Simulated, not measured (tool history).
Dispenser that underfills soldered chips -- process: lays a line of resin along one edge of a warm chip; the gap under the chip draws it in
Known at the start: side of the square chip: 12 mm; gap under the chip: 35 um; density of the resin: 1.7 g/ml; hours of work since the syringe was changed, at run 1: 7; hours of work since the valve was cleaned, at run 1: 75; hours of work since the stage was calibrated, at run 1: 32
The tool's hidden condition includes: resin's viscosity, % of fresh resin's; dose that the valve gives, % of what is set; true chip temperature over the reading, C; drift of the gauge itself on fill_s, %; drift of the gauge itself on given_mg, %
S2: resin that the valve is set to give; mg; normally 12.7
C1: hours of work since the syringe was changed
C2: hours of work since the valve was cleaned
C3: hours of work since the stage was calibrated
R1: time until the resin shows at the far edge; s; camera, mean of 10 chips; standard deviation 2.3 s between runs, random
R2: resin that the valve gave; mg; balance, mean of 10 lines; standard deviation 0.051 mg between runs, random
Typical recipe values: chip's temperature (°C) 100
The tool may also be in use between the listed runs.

Run 1, hour 0: usual settings; C1 7; C2 75; C3 32. Result: R1 296.4 s, R2 12.02 mg.
At hour 2.2: new syringe of resin.
Run 2, hour 5: usual settings; C1 2; C2 78; C3 35. Result: R1 251.1 s, R2 11.85 mg.
Run 3, hour 8.5: usual settings; C1 4; C2 80; C3 38. Result: R1 279.6 s, R2 11.94 mg.
Run 4, hour 12.2: usual settings; C1 6; C2 82; C3 40. Result: R1 302.7 s, R2 11.88 mg.
At hour 14.7: new syringe of resin.
Run 5, hour 16.3: usual settings; C1 1; C2 85; C3 42. Result: R1 239.4 s, R2 11.91 mg.
Run 6, hour 20.4: usual settings; C1 4; C2 87; C3 45. Result: R1 266.4 s, R2 11.86 mg.
Run 7, hour 25.1: usual settings; C1 6; C2 90; C3 48. Result: R1 300.1 s, R2 11.78 mg.
At hour 27.1: new syringe of resin.
Run 8, hour 30.6: usual settings; C1 2; C2 93; C3 51. Result: R1 247.3 s, R2 11.71 mg.
Run 9, hour 36.9: usual settings; C1 6; C2 97; C3 55. Result: R1 294.7 s, R2 11.78 mg.
At hour 39.7: new syringe of resin.
At hour 41.8: dispensing valve cleaned and set on the balance.
Run 10, hour 41.9: usual settings; C1 1; C2 0; C3 57. Result: R1 230.3 s, R2 12.7 mg.
Run 11, hour 45.6: usual settings; C1 3; C2 2; C3 59. Result: R1 256.1 s, R2 12.7 mg.
Run 12, hour 48.8: usual settings; C1 5; C2 4; C3 61. Result: R1 279.8 s, R2 12.68 mg.
Run 13, hour 52.7: usual settings but chip's temperature (°C) 85; C1 7; C2 7; C3 64. Result: R1 538.1 s, R2 12.73 mg.
At hour 53.5: new syringe of resin.
Run 14, hour 59.1: usual settings but chip's temperature (°C) 85; C1 3; C2 11; C3 67. Result: R1 456.5 s, R2 12.59 mg.
Run 15, hour 64.7: usual settings but chip's temperature (°C) 85; C1 7; C2 14; C3 71. Result: R1 522.4 s, R2 12.58 mg.
At hour 66.4: new syringe of resin.
Run 16, hour 71.3: usual settings but S2 11.7 mg; C1 3; C2 18; C3 75. Result: R1 260.9 s, R2 11.64 mg.
Run 17, hour 75.6: usual settings but S2 11.7 mg; C1 6; C2 21; C3 78. Result: R1 294.6 s, R2 11.56 mg.
At hour 78.9: new syringe of resin.
Run 18, hour 79: usual settings but S2 11.7 mg; C1 0; C2 22; C3 79. Result: R1 228.2 s, R2 11.56 mg.
Run 19, hour 82.9: usual settings but chip's temperature (°C) 107; C1 2; C2 25; C3 82. Result: R1 195 s, R2 12.59 mg.
Run 20, hour 88.7: usual settings but chip's temperature (°C) 107; C1 6; C2 29; C3 85. Result: R1 225 s, R2 12.44 mg.
At hour 91.5: new syringe of resin.
Run 21, hour 91.7: usual settings but chip's temperature (°C) 113, S2 11.5 mg; C1 0; C2 30; C3 87. Result: R1 148.8 s, R2 11.19 mg.
Run 22, hour 97.7: usual settings but chip's temperature (°C) 108, S2 14 mg; C1 4; C2 34; C3 91. Result: R1 199.2 s, R2 13.7 mg.
Run 23, hour 102.3: usual settings but chip's temperature (°C) 91, S2 16.5 mg; C1 7; C2 37; C3 94. Result: R1 409.2 s, R2 16.21 mg.
At hour 104.2: new syringe of resin.
Run 24, hour 107.7: usual settings but chip's temperature (°C) 85, S2 11.5 mg; C1 2; C2 40; C3 97. Result: R1 447.1 s, R2 11.14 mg.
Run 25, hour 110.8: usual settings but chip's temperature (°C) 91, S2 11.6 mg; C1 4; C2 42; C3 99. Result: R1 384.4 s, R2 11.25 mg.
Run 26, hour 113.4: usual settings but chip's temperature (°C) 96, S2 15.3 mg; C1 6; C2 43; C3 100. Result: R1 326.5 s, R2 14.88 mg.
At hour 116.7: new syringe of resin.
Run 27, hour 117: usual settings; C1 0; C2 45; C3 102. Result: R1 232.9 s, R2 12.36 mg.
Run 28, hour 122.5: usual settings but chip's temperature (°C) 108, S2 11.1 mg; C1 4; C2 49; C3 106. Result: R1 206.8 s, R2 10.68 mg.
Run 29, hour 127.6: usual settings but chip's temperature (°C) 114, S2 15.6 mg; C1 7; C2 52; C3 109. Result: R1 181 s, R2 15.24 mg.
At hour 129.4: new syringe of resin.
Run 30, hour 130.6: usual settings but chip's temperature (°C) 108, S2 12.9 mg; C1 1; C2 54; C3 111. Result: R1 173 s, R2 12.41 mg.
Run 31, hour 135.2: usual settings but chip's temperature (°C) 99, S2 14.1 mg; C1 4; C2 57; C3 114. Result: R1 266.4 s, R2 13.55 mg.
Run 32, hour 138.4: usual settings but chip's temperature (°C) 99, S2 14.1 mg; C1 6; C2 59; C3 115. Result: R1 291.8 s, R2 13.53 mg.
At hour 142.2: new syringe of resin.
Run 33, hour 143: usual settings but chip's temperature (°C) 93; C1 1; C2 61; C3 118. Result: R1 298.7 s, R2 12.08 mg.
Run 34, hour 146.8: usual settings but chip's temperature (°C) 106, S2 12.8 mg; C1 3; C2 64; C3 120. Result: R1 205.5 s, R2 12.16 mg.
Run 35, hour 151.4: usual settings but chip's temperature (°C) 114, S2 13.2 mg; C1 6; C2 66; C3 123. Result: R1 171.8 s, R2 12.53 mg.

5 ways to go on from here, each from the tool as it stands after run 35. What would each give?
At hour 154.8: new syringe of resin.
Run A, hour 156.4: usual settings but chip's temperature (°C) 105; C1 1; C2 69; C3 126. Result: R1 ?, R2 ?.
At hour 154.8: new syringe of resin.
Run B, hour 156.4: usual settings but chip's temperature (°C) 102, S2 15.5 mg; C1 1; C2 69; C3 126. Result: R1 ?, R2 ?.
At hour 154.8: new syringe of resin.
Run C, hour 156.4: usual settings but chip's temperature (°C) 90, S2 11.4 mg; C1 1; C2 69; C3 126. Result: R1 ?, R2 ?.
At hour 154.8: new syringe of resin.
Run D, hour 156.4: usual settings but chip's temperature (°C) 91, S2 10.9 mg; C1 1; C2 69; C3 126. Result: R1 ?, R2 ?.
At hour 154.8: new syringe of resin.
Run E, hour 156.4: usual settings but chip's temperature (°C) 114, S2 14.1 mg; C1 1; C2 69; C3 126. Result: R1 ?, R2 ?.

run     R1     R2
  A  192.7  12.07
  B    207  14.74
  C  342.1  10.82
  D  336.8  10.36
  E  139.9  13.29
Stripped of hidden state, with their random variation kept, the same runs would have yielded:
run     R1     R2
  A  190.4   12.7
  B  205.9  15.51
  C  336.8  11.39
  D  330.6   10.9
  E  138.7  13.99
